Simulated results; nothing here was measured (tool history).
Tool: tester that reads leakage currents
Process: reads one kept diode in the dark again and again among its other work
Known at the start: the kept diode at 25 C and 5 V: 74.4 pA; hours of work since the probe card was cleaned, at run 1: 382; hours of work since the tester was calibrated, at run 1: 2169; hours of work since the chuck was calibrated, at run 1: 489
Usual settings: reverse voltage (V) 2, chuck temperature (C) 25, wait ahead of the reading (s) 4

run	day	reverse voltage (V)	chuck temperature (C)	wait ahead of the reading (s)	hours of work since the probe card was cleaned	hours of work since the tester was calibrated	hours of work since the chuck was calibrated	current that the tester gives (pA)
1	0	2	25	4	382	2169	489	47.1
2	4.354	2	25	4	430	2217	537	46.91
3	9.054	2.5	25	4	482	2269	589	52.47
4	11.754	2	55	4	512	2299	619	343.13
5	14.117	2	25	1.82	538	2325	645	46.99
6	19.175	15.83	25	4	594	2381	701	142.27
7	24.183	2	25	5.66	650	2436	757	46.58
8	29.321	3.75	25	0.33	706	2493	814	67.19
9	31.933	1.53	53	3.8	735	2522	842	261.85
10	36.192	7.59	26	5.09	782	2569	890	101.62
11	39.992	6.15	22	4	825	2611	932	69.81
12	43.325	6.15	22	4	861	2648	969	70
# day 47.021: chuck's temperature calibrated
13	47.021	1.26	29	2.62	901	2688	0	51.4

Forecast each of these 5 alternatives for the next run:
A	51.588	3.94	39	7.76	952	2739	51	?
B	51.588	8.17	22	2.62	952	2739	51	?
C	51.588	1.68	29	2.62	952	2739	51	?
D	51.588	1.26	30	2.62	952	2739	51	?
E	51.588	13.14	32	0.35	952	2739	51	?

run	current that the tester gives (pA)
A	183.13
B	87.71
C	60.42
D	55.45
E	227.22
Without the tool's hidden state the same runs would have given:
run	current that the tester gives (pA)
A	176.8
B	77.17
C	57.87
D	53.46
E	209.46

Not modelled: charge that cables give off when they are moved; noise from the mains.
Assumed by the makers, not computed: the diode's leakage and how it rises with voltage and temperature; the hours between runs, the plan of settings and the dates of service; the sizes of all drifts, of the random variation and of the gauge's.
